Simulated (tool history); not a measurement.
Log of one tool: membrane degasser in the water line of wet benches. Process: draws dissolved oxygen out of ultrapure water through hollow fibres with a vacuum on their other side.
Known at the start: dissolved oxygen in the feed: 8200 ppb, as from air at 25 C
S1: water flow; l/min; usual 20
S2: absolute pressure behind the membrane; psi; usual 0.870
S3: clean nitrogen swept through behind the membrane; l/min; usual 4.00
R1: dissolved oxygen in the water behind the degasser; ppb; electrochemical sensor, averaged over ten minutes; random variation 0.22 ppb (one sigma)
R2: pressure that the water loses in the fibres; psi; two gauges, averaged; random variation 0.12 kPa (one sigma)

run 1 day=0.000 | S1=20 S2=0.870 S3=4.00 | R1=36.7 R2=6.505
run 2 day=3.083 | S1=20 S2=0.870 S3=4.00 | R1=37.0 R2=6.469
run 3 day=5.288 | S1=20 S2=0.870 S3=11.80 | R1=14.3 R2=6.470
run 4 day=8.775 | S1=20 S2=0.870 S3=11.80 | R1=14.2 R2=6.418
run 5 day=10.475 | S1=20 S2=0.870 S3=11.80 | R1=14.3 R2=6.460
run 6 day=14.000 | S1=20 S2=0.870 S3=4.00 | R1=36.4 R2=6.461
run 7 day=17.325 | S1=20 S2=0.870 S3=4.00 | R1=36.4 R2=6.402
run 8 day=20.362 | S1=20 S2=0.870 S3=4.00 | R1=36.3 R2=6.406
run 9 day=23.796 | S1=20 S2=0.870 S3=4.00 | R1=37.0 R2=6.361
run 10 day=25.450 | S1=20 S2=0.870 S3=4.00 | R1=36.6 R2=6.393
run 11 day=28.029 | S1=13 S2=0.870 S3=4.00 | R1=22.9 R2=4.150
run 12 day=30.308 | S1=13 S2=0.870 S3=4.00 | R1=22.6 R2=4.129
run 13 day=33.471 | S1=13 S2=0.870 S3=4.00 | R1=22.5 R2=4.100
run 14 day=36.525 | S1=13 S2=0.870 S3=4.00 | R1=22.9 R2=4.118
run 15 day=39.008 | S1=20 S2=0.870 S3=9.53 | R1=17.3 R2=6.322
run 16 day=40.571 | S1=20 S2=0.870 S3=9.53 | R1=17.2 R2=6.334
-- day=41.008 gauge calibrated
run 17 day=44.117 | S1=20 S2=0.870 S3=9.53 | R1=17.2 R2=6.469
run 18 day=45.712 | S1=20 S2=1.533 S3=3.26 | R1=110.4 R2=6.454
run 19 day=47.912 | S1=24 S2=1.536 S3=4.25 | R1=106.1 R2=7.739
run 20 day=51.312 | S1=24 S2=1.536 S3=4.25 | R1=104.9 R2=7.703
run 21 day=54.733 | S1=14 S2=0.629 S3=4.00 | R1=10.5 R2=4.493
run 22 day=57.871 | S1=14 S2=2.165 S3=4.33 | R1=93.3 R2=4.511
run 23 day=60.929 | S1=14 S2=2.165 S3=4.33 | R1=93.3 R2=4.480
run 24 day=62.583 | S1=14 S2=1.063 S3=6.80 | R1=21.5 R2=4.487
run 25 day=65.850 | S1=14 S2=1.063 S3=6.80 | R1=21.7 R2=4.456
run 26 day=69.138 | S1=14 S2=1.063 S3=6.80 | R1=21.6 R2=4.457
run 27 day=71.488 | S1=24 S2=0.870 S3=2.02 | R1=82.7 R2=7.625
-- day=73.483 gauge calibrated
run 28 day=74.367 | S1=24 S2=1.929 S3=1.82 | R1=304.0 R2=7.786
run 29 day=77.408 | S1=24 S2=0.728 S3=4.00 | R1=31.4 R2=7.775
run 30 day=80.267 | S1=24 S2=0.728 S3=4.00 | R1=31.4 R2=7.752
run 31 day=81.812 | S1=28 S2=0.870 S3=7.22 | R1=35.5 R2=9.076
-- day=82.371 vacuum gauge calibrated
run 32 day=84.750 | S1=28 S2=0.870 S3=7.22 | R1=35.7 R2=8.998
run 33 day=87.096 | S1=28 S2=0.870 S3=7.22 | R1=35.2 R2=9.011

The same runs without the tool's hidden state, with the same run-to-run variation:
The hidden state here: membrane still open, %; true pressure behind the membrane over the reading, kPa; air that leaks in behind the membrane, l/min; drift of the gauge itself on oxygen_ppb, %; drift of the gauge itself on loss_of_pressure_kpa, %.
run=1 R2=6.505
run=2 R2=6.483
run=3 R2=6.495
run=4 R2=6.459
run=5 R2=6.509
run=6 R2=6.528
run=7 R2=6.483
run=8 R2=6.502
run=9 R2=6.473
run=10 R2=6.514
run=11 R2=4.235
run=12 R2=4.222
run=13 R2=4.203
run=14 R2=4.229
run=15 R2=6.506
run=16 R2=6.525
run=17 R2=6.482
run=18 R2=6.476
run=19 R2=7.778
run=20 R2=7.760
run=21 R2=4.538
run=22 R2=4.566
run=23 R2=4.545
run=24 R2=4.559
run=25 R2=4.537
run=26 R2=4.548
run=27 R2=7.796
run=28 R2=7.790
run=29 R2=7.796
run=30 R2=7.790
run=31 R2=9.130
run=32 R2=9.071
run=33 R2=9.101
R1: within 0.1 ppb of the measured result in every run.

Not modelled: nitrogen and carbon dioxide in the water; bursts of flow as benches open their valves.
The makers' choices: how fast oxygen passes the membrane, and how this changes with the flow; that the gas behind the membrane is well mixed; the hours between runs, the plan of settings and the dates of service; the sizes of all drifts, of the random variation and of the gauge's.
